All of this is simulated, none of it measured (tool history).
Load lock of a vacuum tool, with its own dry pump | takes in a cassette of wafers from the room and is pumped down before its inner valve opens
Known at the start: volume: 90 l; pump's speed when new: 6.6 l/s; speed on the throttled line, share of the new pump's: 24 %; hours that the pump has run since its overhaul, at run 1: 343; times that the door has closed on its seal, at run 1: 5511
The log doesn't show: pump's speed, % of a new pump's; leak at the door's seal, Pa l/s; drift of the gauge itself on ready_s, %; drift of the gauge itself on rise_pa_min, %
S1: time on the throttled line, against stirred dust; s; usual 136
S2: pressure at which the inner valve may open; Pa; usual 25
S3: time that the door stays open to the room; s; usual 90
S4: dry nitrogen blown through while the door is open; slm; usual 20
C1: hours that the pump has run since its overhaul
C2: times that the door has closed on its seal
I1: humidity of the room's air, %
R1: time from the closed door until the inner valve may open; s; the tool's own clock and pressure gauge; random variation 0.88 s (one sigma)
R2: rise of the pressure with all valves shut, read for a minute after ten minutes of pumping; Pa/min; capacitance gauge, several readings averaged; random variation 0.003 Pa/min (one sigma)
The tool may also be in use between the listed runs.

Run 1, hour 0.0: usual settings; C1 343; C2 5511; I1 45.3. Result: R1 218.6 s, R2 0.029 Pa/min.
Run 2, hour 219.8: usual settings but S4 29 slm; C1 563; C2 5858; I1 43.1. Result: R1 218.3 s, R2 0.026 Pa/min.
Run 3, hour 385.3: usual settings but S4 29 slm; C1 728; C2 6119; I1 46.5. Result: R1 218.6 s, R2 0.030 Pa/min.
Run 4, hour 545.5: usual settings but S4 29 slm; C1 888; C2 6372; I1 45.8. Result: R1 220.9 s, R2 0.030 Pa/min.
Run 5, hour 739.1: usual settings but S4 8 slm; C1 1082; C2 6678; I1 43.3. Result: R1 219.3 s, R2 0.042 Pa/min.
Run 6, hour 879.6: usual settings but S2 18 Pa, S4 8 slm; C1 1222; C2 6900; I1 45.0. Result: R1 224.5 s, R2 0.044 Pa/min.
Run 7, hour 984.9: usual settings but S4 7 slm; C1 1328; C2 7066; I1 43.8. Result: R1 219.9 s, R2 0.052 Pa/min.
Run 8, hour 1105.2: usual settings but S4 7 slm; C1 1448; C2 7256; I1 46.1. Result: R1 220.5 s, R2 0.047 Pa/min.
Run 9, hour 1249.1: usual settings but S4 11 slm; C1 1592; C2 7483; I1 42.5. Result: R1 220.3 s, R2 0.045 Pa/min.
Run 10, hour 1339.4: usual settings but S4 11 slm; C1 1682; C2 7626; I1 43.7. Result: R1 219.0 s, R2 0.038 Pa/min.
Run 11, hour 1521.9: usual settings but S4 11 slm; C1 1865; C2 7914; I1 43.5. Result: R1 220.7 s, R2 0.042 Pa/min.
Run 12, hour 1663.1: usual settings; C1 2006; C2 8137; I1 44.9. Result: R1 220.5 s, R2 0.035 Pa/min.
Run 13, hour 1786.5: usual settings but S4 4 slm; C1 2129; C2 8332; I1 47.3. Result: R1 222.4 s, R2 0.061 Pa/min.
Run 14, hour 1950.0: usual settings; C1 2293; C2 8590; I1 41.4. Result: R1 222.2 s, R2 0.037 Pa/min.
Run 15, hour 2064.8: usual settings but S2 19 Pa; C1 2408; C2 8772; I1 44.2. Result: R1 226.4 s, R2 0.038 Pa/min.
Run 16, hour 2233.3: usual settings but S2 19 Pa, S4 9 slm; C1 2576; C2 9038; I1 46.5. Result: R1 228.5 s, R2 0.046 Pa/min.
Run 17, hour 2399.6: usual settings but S4 7 slm; C1 2742; C2 9300; I1 41.7. Result: R1 222.9 s, R2 0.052 Pa/min.
Run 18, hour 2610.4: usual settings but S2 20 Pa, S3 53 s; C1 2953; C2 9633; I1 42.5. Result: R1 225.0 s, R2 0.034 Pa/min.
Run 19, hour 2699.6: usual settings but S4 16 slm; C1 3042; C2 9774; I1 46.7. Result: R1 224.0 s, R2 0.041 Pa/min.
Run 20, hour 2842.3: usual settings but S4 16 slm; C1 3185; C2 9999; I1 43.1. Result: R1 224.2 s, R2 0.042 Pa/min.
Run 21, hour 2965.7: usual settings but S1 121 s, S2 23 Pa, S3 52 s; C1 3309; C2 10194; I1 46.3. Result: R1 213.8 s, R2 0.034 Pa/min.
Run 22, hour 3100.7: usual settings but S1 121 s, S2 23 Pa, S3 52 s; C1 3444; C2 10407; I1 43.1. Result: R1 214.4 s, R2 0.031 Pa/min.
Run 23, hour 3244.5: usual settings but S1 152 s, S3 72 s; C1 3587; C2 10635; I1 43.5. Result: R1 237.5 s, R2 0.043 Pa/min.
Run 24, hour 3375.9: usual settings but S1 152 s, S2 22 Pa, S3 42 s; C1 3719; C2 10842; I1 44.0. Result: R1 238.4 s, R2 0.030 Pa/min.
Run 25, hour 3539.4: usual settings but S2 48 Pa, S3 51 s; C1 3882; C2 11100; I1 42.6. Result: R1 215.0 s, R2 0.036 Pa/min.
Run 26, hour 3737.6: usual settings but S2 46 Pa, S3 120 s, S4 4 slm; C1 4080; C2 11413; I1 46.0. Result: R1 216.0 s, R2 0.073 Pa/min.
Run 27, hour 3866.9: usual settings but S2 46 Pa, S3 120 s, S4 4 slm; C1 4210; C2 11617; I1 46.0. Result: R1 216.4 s, R2 0.070 Pa/min.
Run 28, hour 3986.5: usual settings but S1 127 s, S2 35 Pa, S3 240 s, S4 10 slm; C1 4329; C2 11806; I1 47.0. Result: R1 214.1 s, R2 0.083 Pa/min.

5 ways to go on from here, each from the tool as it stands after run 28. What would each give?
Run A, hour 4138.8: usual settings but S1 81 s, S2 30 Pa, S3 240 s, S4 10 slm; C1 4482; C2 12047; I1 45.1. Result: R1 ?, R2 ?.
Run B, hour 4138.8: usual settings but S3 215 s; C1 4482; C2 12047; I1 49.4. Result: R1 ?, R2 ?.
Run C, hour 4138.8: usual settings but S1 271 s, S2 24 Pa, S3 240 s, S4 16 slm; C1 4482; C2 12047; I1 46.0. Result: R1 ?, R2 ?.
Run D, hour 4138.8: usual settings but S1 127 s, S2 44 Pa, S3 25 s, S4 7 slm; C1 4482; C2 12047; I1 46.4. Result: R1 ?, R2 ?.
Run E, hour 4138.8: usual settings but S1 112 s, S2 36 Pa, S4 4 slm; C1 4482; C2 12047; I1 46.4. Result: R1 ?, R2 ?.

run     R1     R2
  A  183.7  0.081
  B  226.7  0.061
  C  325.2  0.073
  D  210.4  0.036
  E  200.6  0.066
Without the tool's hidden state the same runs would have given:
run     R1     R2
  A  173.4  0.057
  B  217.6  0.038
  C  319.7  0.050
  D  201.9  0.013
  E  191.6  0.043
